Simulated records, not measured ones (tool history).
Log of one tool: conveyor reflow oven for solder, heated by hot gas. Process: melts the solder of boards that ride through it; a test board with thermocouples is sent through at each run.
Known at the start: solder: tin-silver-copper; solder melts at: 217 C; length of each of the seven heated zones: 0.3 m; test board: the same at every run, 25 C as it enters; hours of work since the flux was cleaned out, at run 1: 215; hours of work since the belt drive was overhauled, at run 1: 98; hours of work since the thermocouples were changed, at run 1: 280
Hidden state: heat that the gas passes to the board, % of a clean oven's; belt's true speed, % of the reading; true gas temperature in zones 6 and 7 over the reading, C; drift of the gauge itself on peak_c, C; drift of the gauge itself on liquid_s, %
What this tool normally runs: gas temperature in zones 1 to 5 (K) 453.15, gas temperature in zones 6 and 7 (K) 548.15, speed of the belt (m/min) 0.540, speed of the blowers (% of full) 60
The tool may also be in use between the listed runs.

run    day  gas temperature in zones 1 to 5 (K)  gas temperature in zones 6 and 7 (K)  speed of the belt (m/min)  speed of the blowers (% of full)  hours of work since the flux was cleaned out  hours of work since the belt drive was overhauled  hours of work since the thermocouples were changed  highest temperature of the board (K)  time above the solder's melting point (s)
  1  0.000                               453.15                                548.15                      0.540                                60                                           215                                                 98                                                 280                                531.35                                       54.9
  2  0.433                               450.15                                548.15                      0.540                                60                                           223                                                106                                                 288                                529.85                                       53.4
  3  0.804                               453.15                                548.15                      0.540                                60                                           230                                                113                                                 294                                530.45                                       54.7
  4  1.192                               453.15                                548.15                      0.540                                60                                           237                                                120                                                 301                                530.45                                       54.8
  5  1.479                               453.15                                548.15                      0.540                                60                                           242                                                125                                                 306                                530.25                                       54.8
  6  1.754                               453.15                                544.15                      0.540                                60                                           247                                                130                                                 311                                526.75                                       52.0
  7  1.933                               453.15                                544.15                      0.540                                60                                           250                                                133                                                 315                                527.05                                       52.6
  8  2.112                               453.15                                562.15                      0.540                                60                                           253                                                136                                                 318                                543.05                                       60.1
  9  2.512                               453.15                                562.15                      0.540                                60                                           261                                                144                                                 325                                542.45                                       60.4
 10  2.879                               453.15                                562.15                      0.540                                60                                           267                                                150                                                 332                                542.25                                       60.5
 11  3.142                               453.15                                545.15                      0.437                                66                                           272                                                155                                                 337                                535.35                                       71.1
 12  3.496                               453.15                                545.15                      0.437                                66                                           278                                                161                                                 343                                534.85                                       71.1
 13  3.767                               468.15                                548.15                      0.484                                53                                           283                                                166                                                 348                                534.95                                       70.2
 14  3.967                               463.15                                558.15                      0.540                                60                                           287                                                170                                                 351                                541.05                                       62.9
 15  4.367                               447.15                                557.15                      0.518                                68                                           294                                                177                                                 359                                538.85                                       59.8
 16  4.683                               453.15                                548.15                      0.540                                67                                           300                                                183                                                 364                                531.15                                       55.1
 17  5.012                               453.15                                546.15                      0.540                                60                                           306                                                189                                                 370                                528.45                                       52.9
 18  5.338                               442.15                                546.15                      0.540                                60                                           312                                                195                                                 376                                526.85                                       48.0
 19  5.533                               464.15                                540.15                      0.514                                88                                           315                                                198                                                 380                                529.45                                       61.7

Difference, measured minus no-hidden-state, one row per run. Run-to-run variation is common to both terms; the gauge's own scatter need not be:
run  highest temperature of the board (K)  time above the solder's melting point (s)
  1                                 -1.60                                       -1.0
  2                                 -1.70                                       -1.1
  3                                 -1.80                                       -1.1
  4                                 -1.80                                       -1.1
  5                                 -1.80                                       -1.1
  6                                 -1.80                                       -1.3
  7                                 -1.80                                       -1.3
  8                                 -2.10                                       -0.8
  9                                 -2.10                                       -0.8
 10                                 -2.10                                       -0.8
 11                                 -1.40                                       -0.9
 12                                 -1.50                                       -0.8
 13                                 -1.40                                       -0.6
 14                                 -2.00                                       -0.6
 15                                 -2.30                                       -1.0
 16                                 -2.20                                       -1.4
 17                                 -2.10                                       -1.5
 18                                 -2.40                                       -1.9
 19                                 -1.80                                       -1.0

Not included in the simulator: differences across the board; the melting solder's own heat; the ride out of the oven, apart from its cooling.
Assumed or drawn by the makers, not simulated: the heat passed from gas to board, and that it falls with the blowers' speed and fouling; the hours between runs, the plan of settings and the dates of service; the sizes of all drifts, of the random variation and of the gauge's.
